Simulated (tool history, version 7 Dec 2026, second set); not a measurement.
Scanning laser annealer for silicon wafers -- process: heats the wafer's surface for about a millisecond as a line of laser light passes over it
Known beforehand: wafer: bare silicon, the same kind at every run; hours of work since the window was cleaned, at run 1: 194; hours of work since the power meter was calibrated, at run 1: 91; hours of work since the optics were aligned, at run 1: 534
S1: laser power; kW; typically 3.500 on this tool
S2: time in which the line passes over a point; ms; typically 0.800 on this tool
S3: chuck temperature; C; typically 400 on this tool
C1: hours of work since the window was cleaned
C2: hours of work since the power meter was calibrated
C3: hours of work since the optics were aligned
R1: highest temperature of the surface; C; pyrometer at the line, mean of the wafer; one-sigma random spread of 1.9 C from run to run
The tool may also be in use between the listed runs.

{"run": 1, "hour": 0.0, "S1": 3.5, "S2": 0.8, "S3": 400, "C1": 194, "C2": 91, "C3": 534, "R1": 1202}
{"run": 2, "hour": 16.6, "S1": 3.5, "S2": 0.8, "S3": 379, "C1": 202, "C2": 99, "C3": 542, "R1": 1177}
{"run": 3, "hour": 38.2, "S1": 3.5, "S2": 0.8, "S3": 433, "C1": 212, "C2": 109, "C3": 552, "R1": 1235}
{"run": 4, "hour": 58.7, "S1": 3.5, "S2": 0.8, "S3": 400, "C1": 222, "C2": 118, "C3": 561, "R1": 1205}
{"run": 5, "hour": 69.5, "S1": 3.5, "S2": 0.8, "S3": 400, "C1": 227, "C2": 123, "C3": 567, "R1": 1202}
{"run": 6, "hour": 89.4, "S1": 3.5, "S2": 0.8, "S3": 365, "C1": 236, "C2": 133, "C3": 576, "R1": 1164}
{"run": 7, "hour": 112.1, "S1": 3.5, "S2": 0.8, "S3": 365, "C1": 247, "C2": 143, "C3": 587, "R1": 1163}
{"run": 8, "hour": 131.3, "S1": 3.5, "S2": 0.8, "S3": 400, "C1": 256, "C2": 153, "C3": 596, "R1": 1202}
{"hour": 137.9, "done": "optics aligned, line set to its width"}
{"run": 9, "hour": 153.5, "S1": 3.5, "S2": 0.8, "S3": 372, "C1": 264, "C2": 161, "C3": 7, "R1": 1168}
{"run": 10, "hour": 172.2, "S1": 3.5, "S2": 0.8, "S3": 400, "C1": 273, "C2": 169, "C3": 16, "R1": 1197}
{"run": 11, "hour": 181.9, "S1": 3.5, "S2": 0.8, "S3": 400, "C1": 277, "C2": 174, "C3": 21, "R1": 1196}
{"run": 12, "hour": 202.2, "S1": 3.053, "S2": 0.564, "S3": 396, "C1": 287, "C2": 183, "C3": 30, "R1": 962}
{"hour": 214.4, "done": "optics aligned, line set to its width, once more"}
{"run": 13, "hour": 219.9, "S1": 3.5, "S2": 0.621, "S3": 400, "C1": 293, "C2": 189, "C3": 3, "R1": 1095}
{"run": 14, "hour": 230.3, "S1": 3.075, "S2": 0.737, "S3": 407, "C1": 298, "C2": 194, "C3": 7, "R1": 1078}
{"run": 15, "hour": 251.1, "S1": 3.075, "S2": 0.737, "S3": 407, "C1": 308, "C2": 204, "C3": 17, "R1": 1077}
{"run": 16, "hour": 265.7, "S1": 3.5, "S2": 0.8, "S3": 367, "C1": 314, "C2": 211, "C3": 24, "R1": 1170}
{"run": 17, "hour": 285.8, "S1": 3.5, "S2": 0.8, "S3": 367, "C1": 324, "C2": 220, "C3": 34, "R1": 1172}
{"run": 18, "hour": 296.1, "S1": 3.5, "S2": 0.689, "S3": 367, "C1": 329, "C2": 225, "C3": 38, "R1": 1105}
{"run": 19, "hour": 308.8, "S1": 3.5, "S2": 0.657, "S3": 393, "C1": 335, "C2": 231, "C3": 44, "R1": 1110}
{"run": 20, "hour": 319.7, "S1": 3.5, "S2": 0.657, "S3": 393, "C1": 340, "C2": 236, "C3": 49, "R1": 1110}
{"run": 21, "hour": 336.1, "S1": 3.548, "S2": 0.629, "S3": 393, "C1": 347, "C2": 244, "C3": 57, "R1": 1100}

Here are 5 independent what-if runs from the current tool condition. What would each one return?
{"run": "A", "hour": 352.9, "S1": 3.62, "S2": 0.855, "S3": 372, "C1": 355, "C2": 252, "C3": 65, "R1": "?"}
{"run": "B", "hour": 352.9, "S1": 3.548, "S2": 0.643, "S3": 433, "C1": 355, "C2": 252, "C3": 65, "R1": "?"}
{"run": "C", "hour": 352.9, "S1": 3.603, "S2": 0.629, "S3": 393, "C1": 355, "C2": 252, "C3": 65, "R1": "?"}
{"run": "D", "hour": 352.9, "S1": 3.764, "S2": 0.635, "S3": 438, "C1": 355, "C2": 252, "C3": 65, "R1": "?"}
{"run": "E", "hour": 352.9, "S1": 3.548, "S2": 0.629, "S3": 362, "C1": 355, "C2": 252, "C3": 65, "R1": "?"}

run=A R1=1232
run=B R1=1150
run=C R1=1114
run=D R1=1195
run=E R1=1067
Without the tool's hidden state the same runs would have given:
run=A R1=1249
run=B R1=1164
run=C R1=1128
run=D R1=1210
run=E R1=1081
